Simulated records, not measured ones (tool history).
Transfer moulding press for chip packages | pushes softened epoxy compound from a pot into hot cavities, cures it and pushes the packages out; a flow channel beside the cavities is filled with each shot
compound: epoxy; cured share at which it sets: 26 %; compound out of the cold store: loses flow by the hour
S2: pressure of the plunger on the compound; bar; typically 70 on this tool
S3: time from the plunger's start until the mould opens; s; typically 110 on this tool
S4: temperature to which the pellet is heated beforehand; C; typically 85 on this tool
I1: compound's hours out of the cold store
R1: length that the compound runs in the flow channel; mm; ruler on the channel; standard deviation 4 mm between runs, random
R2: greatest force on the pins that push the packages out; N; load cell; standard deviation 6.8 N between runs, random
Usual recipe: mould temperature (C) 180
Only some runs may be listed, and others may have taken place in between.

{"run": 1, "hour": 0.0, "mould temperature (C)": 180, "S2": 70, "S3": 110, "S4": 85, "I1": 24.7, "R1": 822, "R2": 508}
{"run": 2, "hour": 45.5, "mould temperature (C)": 180, "S2": 70, "S3": 110, "S4": 85, "I1": 35.5, "R1": 740, "R2": 552}
{"hour": 55.3, "done": "cavities cleaned with cleaning compound and waxed"}
{"run": 3, "hour": 79.8, "mould temperature (C)": 180, "S2": 70, "S3": 110, "S4": 85, "I1": 45.7, "R1": 672, "R2": 362}
{"run": 4, "hour": 127.9, "mould temperature (C)": 177, "S2": 70, "S3": 110, "S4": 85, "I1": 24.7, "R1": 805, "R2": 573}
{"run": 5, "hour": 151.8, "mould temperature (C)": 177, "S2": 70, "S3": 110, "S4": 85, "I1": 46.1, "R1": 667, "R2": 587}
{"hour": 162.9, "done": "plunger's sealing rings changed"}
{"hour": 184.8, "done": "cavities cleaned with cleaning compound and waxed"}
{"run": 6, "hour": 202.5, "mould temperature (C)": 177, "S2": 70, "S3": 110, "S4": 85, "I1": 25.7, "R1": 888, "R2": 404}
{"run": 7, "hour": 225.7, "mould temperature (C)": 177, "S2": 70, "S3": 110, "S4": 85, "I1": 29.8, "R1": 851, "R2": 469}
{"run": 8, "hour": 261.1, "mould temperature (C)": 177, "S2": 70, "S3": 110, "S4": 85, "I1": 27.6, "R1": 866, "R2": 562}
{"run": 9, "hour": 309.9, "mould temperature (C)": 177, "S2": 70, "S3": 110, "S4": 85, "I1": 43.2, "R1": 760, "R2": 634}
{"hour": 315.8, "done": "cavities cleaned with cleaning compound and waxed"}
{"run": 10, "hour": 357.7, "mould temperature (C)": 177, "S2": 70, "S3": 110, "S4": 85, "I1": 37.8, "R1": 780, "R2": 487}
{"run": 11, "hour": 384.1, "mould temperature (C)": 181, "S2": 70, "S3": 110, "S4": 85, "I1": 18.5, "R1": 908, "R2": 482}
{"run": 12, "hour": 440.6, "mould temperature (C)": 179, "S2": 70, "S3": 110, "S4": 85, "I1": 23.8, "R1": 869, "R2": 591}
{"hour": 445.6, "done": "cavities cleaned with cleaning compound and waxed"}
{"hour": 470.7, "done": "mould's thermocouples calibrated"}
{"run": 13, "hour": 484.4, "mould temperature (C)": 180, "S2": 70, "S3": 110, "S4": 85, "I1": 34.7, "R1": 792, "R2": 394}
{"run": 14, "hour": 540.4, "mould temperature (C)": 180, "S2": 70, "S3": 110, "S4": 85, "I1": 28.5, "R1": 816, "R2": 508}
{"hour": 576.6, "done": "cavities cleaned with cleaning compound and waxed"}
{"run": 15, "hour": 584.7, "mould temperature (C)": 180, "S2": 70, "S3": 110, "S4": 85, "I1": 16.4, "R1": 910, "R2": 324}
{"run": 16, "hour": 630.9, "mould temperature (C)": 188, "S2": 70, "S3": 111, "S4": 87, "I1": 32.3, "R1": 777, "R2": 407}
{"run": 17, "hour": 662.4, "mould temperature (C)": 180, "S2": 74.4, "S3": 109, "S4": 85, "I1": 21.7, "R1": 881, "R2": 533}
{"run": 18, "hour": 696.4, "mould temperature (C)": 182, "S2": 52, "S3": 110, "S4": 85, "I1": 30, "R1": 684, "R2": 546}
{"hour": 705.0, "done": "cavities cleaned with cleaning compound and waxed"}
{"run": 19, "hour": 723.0, "mould temperature (C)": 186, "S2": 52, "S3": 109, "S4": 85, "I1": 45.7, "R1": 587, "R2": 314}
{"run": 20, "hour": 768.4, "mould temperature (C)": 188, "S2": 52, "S3": 123, "S4": 85, "I1": 16.1, "R1": 747, "R2": 411}
{"run": 21, "hour": 791.9, "mould temperature (C)": 183, "S2": 73.7, "S3": 105, "S4": 76, "I1": 38.2, "R1": 745, "R2": 514}
{"hour": 832.2, "done": "cavities cleaned with cleaning compound and waxed"}
{"run": 22, "hour": 838.6, "mould temperature (C)": 183, "S2": 73.7, "S3": 105, "S4": 76, "I1": 46.9, "R1": 688, "R2": 288}
{"run": 23, "hour": 869.0, "mould temperature (C)": 183, "S2": 73.7, "S3": 105, "S4": 76, "I1": 25.2, "R1": 823, "R2": 402}
{"hour": 925.5, "done": "plunger's sealing rings changed"}
{"run": 24, "hour": 928.2, "mould temperature (C)": 184, "S2": 73.7, "S3": 105, "S4": 76, "I1": 42.8, "R1": 781, "R2": 512}
{"hour": 962.2, "done": "cavities cleaned with cleaning compound and waxed"}
{"run": 25, "hour": 963.4, "mould temperature (C)": 184, "S2": 73.7, "S3": 105, "S4": 76, "I1": 39.4, "R1": 804, "R2": 261}
{"run": 26, "hour": 998.7, "mould temperature (C)": 188, "S2": 65.1, "S3": 110, "S4": 77, "I1": 17.5, "R1": 888, "R2": 356}
{"run": 27, "hour": 1050.4, "mould temperature (C)": 188, "S2": 58.4, "S3": 110, "S4": 77, "I1": 36.4, "R1": 720, "R2": 456}
{"hour": 1077.2, "done": "mould's thermocouples calibrated"}
{"run": 28, "hour": 1084.4, "mould temperature (C)": 188, "S2": 85.4, "S3": 110, "S4": 81, "I1": 38.9, "R1": 848, "R2": 518}

Branching from run 28: 4 alternative next runs. What would each branch give?
{"hour": 1095.0, "done": "cavities cleaned with cleaning compound and waxed"}
{"run": "A", "hour": 1139.3, "mould temperature (C)": 175, "S2": 85.4, "S3": 110, "S4": 81, "I1": 33.7, "R1": "?", "R2": "?"}
{"hour": 1095.0, "done": "cavities cleaned with cleaning compound and waxed"}
{"run": "B", "hour": 1139.3, "mould temperature (C)": 180, "S2": 70, "S3": 141, "S4": 85, "I1": 20.8, "R1": "?", "R2": "?"}
{"hour": 1095.0, "done": "cavities cleaned with cleaning compound and waxed"}
{"run": "C", "hour": 1139.3, "mould temperature (C)": 188, "S2": 55.4, "S3": 110, "S4": 78, "I1": 21.4, "R1": "?", "R2": "?"}
{"hour": 1095.0, "done": "cavities cleaned with cleaning compound and waxed"}
{"run": "D", "hour": 1139.3, "mould temperature (C)": 180, "S2": 73.3, "S3": 119, "S4": 81, "I1": 44.7, "R1": "?", "R2": "?"}

run=A R1=895 R2=518
run=B R1=900 R2=380
run=C R1=784 R2=387
run=D R1=745 R2=411
Stripped of hidden state, with their random variation kept, the same runs would have yielded:
run=A R1=921 R2=327
run=B R1=926 R2=241
run=C R1=807 R2=247
run=D R1=766 R2=262
